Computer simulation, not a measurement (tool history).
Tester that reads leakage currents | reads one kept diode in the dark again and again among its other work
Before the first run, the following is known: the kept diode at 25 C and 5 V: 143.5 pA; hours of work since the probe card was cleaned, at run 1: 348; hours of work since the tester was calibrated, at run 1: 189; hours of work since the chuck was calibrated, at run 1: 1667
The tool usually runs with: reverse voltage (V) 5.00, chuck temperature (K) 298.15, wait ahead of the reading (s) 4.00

| run | hour | reverse voltage (V) | chuck temperature (K) | wait ahead of the reading (s) | hours of work since the probe card was cleaned | hours of work since the tester was calibrated | hours of work since the chuck was calibrated | current that the tester gives (pA) |
|---|---|---|---|---|---|---|---|---|
| 1 | 0.0 | 5.00 | 298.15 | 4.00 | 348 | 189 | 1667 | 144.15 |
| 2 | 24.0 | 5.00 | 298.15 | 4.00 | 365 | 206 | 1683 | 143.86 |
| 3 | 47.4 | 5.00 | 298.15 | 4.00 | 381 | 222 | 1700 | 144.22 |
| 4 | 67.8 | 5.00 | 299.15 | 4.00 | 395 | 236 | 1714 | 156.26 |
| 5 | 92.3 | 5.00 | 299.15 | 4.00 | 413 | 253 | 1731 | 155.80 |
| 6 | 132.5 | 5.00 | 299.15 | 4.00 | 441 | 281 | 1759 | 155.50 |
| 7 | 172.4 | 5.00 | 299.15 | 4.00 | 468 | 309 | 1787 | 156.34 |
| 8 | 204.3 | 5.00 | 299.15 | 4.00 | 491 | 331 | 1809 | 156.18 |
| 9 | 231.8 | 5.00 | 299.15 | 4.00 | 510 | 351 | 1828 | 156.07 |
| 10 | 260.4 | 11.14 | 299.15 | 4.00 | 530 | 371 | 1848 | 209.12 |
| 11 | 299.0 | 11.14 | 299.15 | 4.00 | 557 | 397 | 1875 | 209.90 |
| 12 | 333.1 | 11.14 | 299.15 | 4.00 | 580 | 421 | 1899 | 208.70 |
| 13 | 362.6 | 5.00 | 298.15 | 4.00 | 601 | 442 | 1919 | 143.58 |
| 14 | 393.7 | 5.00 | 298.15 | 4.00 | 623 | 463 | 1941 | 144.42 |
| 15 | 414.1 | 5.00 | 298.15 | 4.00 | 637 | 478 | 1955 | 144.21 |
| 16 | 437.1 | 5.00 | 298.15 | 4.00 | 653 | 494 | 1971 | 144.49 |
| 17 | 473.2 | 1.50 | 298.15 | 4.00 | 678 | 519 | 1996 | 92.94 |
|  | 508.7 | chuck's temperature calibrated |
| 18 | 515.8 | 1.50 | 298.15 | 4.00 | 706 | 547 | 5 | 92.91 |
| 19 | 534.6 | 1.50 | 298.15 | 4.00 | 719 | 560 | 18 | 92.65 |
| 20 | 574.5 | 2.19 | 298.15 | 4.00 | 747 | 588 | 46 | 106.12 |
| 21 | 598.0 | 5.00 | 298.15 | 1.03 | 764 | 604 | 62 | 144.30 |
| 22 | 623.9 | 2.40 | 298.15 | 0.65 | 782 | 622 | 80 | 110.78 |
| 23 | 647.9 | 6.57 | 294.15 | 2.82 | 798 | 639 | 97 | 114.37 |
| 24 | 671.3 | 1.88 | 298.15 | 4.00 | 815 | 655 | 113 | 101.30 |
| 25 | 702.2 | 14.18 | 294.15 | 1.60 | 836 | 677 | 135 | 151.94 |
| 26 | 721.8 | 14.18 | 294.15 | 1.60 | 850 | 691 | 148 | 153.08 |
| 27 | 749.2 | 14.18 | 294.15 | 1.60 | 869 | 710 | 168 | 152.66 |
| 28 | 766.7 | 1.32 | 298.15 | 4.00 | 881 | 722 | 180 | 88.85 |
| 29 | 787.0 | 1.32 | 298.15 | 4.00 | 895 | 736 | 194 | 89.07 |
| 30 | 807.6 | 1.32 | 298.15 | 4.00 | 910 | 750 | 208 | 88.84 |
| 31 | 843.3 | 1.32 | 298.15 | 4.00 | 934 | 775 | 233 | 88.76 |
| 32 | 866.8 | 5.00 | 298.15 | 1.29 | 951 | 792 | 250 | 144.25 |
| 33 | 908.8 | 5.00 | 324.15 | 0.33 | 980 | 821 | 279 | 1038.42 |
| 34 | 933.8 | 5.00 | 324.15 | 0.33 | 998 | 838 | 296 | 1037.39 |
| 35 | 956.4 | 5.00 | 324.15 | 0.33 | 1013 | 854 | 312 | 1035.10 |
| 36 | 977.4 | 5.00 | 324.15 | 0.33 | 1028 | 869 | 327 | 1037.07 |
| 37 | 1000.4 | 3.49 | 327.15 | 0.33 | 1044 | 885 | 343 | 1118.30 |
| 38 | 1032.2 | 5.00 | 300.15 | 4.00 | 1066 | 907 | 365 | 169.86 |
| 39 | 1062.3 | 5.00 | 300.15 | 4.00 | 1087 | 928 | 386 | 169.07 |

Each row is a separate what-if for the run after 39, all from the same tool condition, not one after another. Results?
| A | 1082.5 | 8.14 | 294.15 | 1.16 | 1101 | 942 | 400 | ? |
| B | 1082.5 | 1.30 | 333.15 | 2.30 | 1101 | 942 | 400 | ? |
| C | 1082.5 | 2.64 | 303.15 | 0.78 | 1101 | 942 | 400 | ? |
| D | 1082.5 | 5.00 | 315.15 | 4.44 | 1101 | 942 | 400 | ? |
| E | 1082.5 | 5.00 | 298.15 | 0.51 | 1101 | 942 | 400 | ? |

| run | current that the tester gives (pA) |
|---|---|
| A | 124.37 |
| B | 1168.38 |
| C | 172.22 |
| D | 541.20 |
| E | 145.96 |
Take away the tool's hidden state, keep each run's random variation, and the runs would have read:
| run | current that the tester gives (pA) |
|---|---|
| A | 124.29 |
| B | 1168.26 |
| C | 172.18 |
| D | 541.11 |
| E | 145.90 |
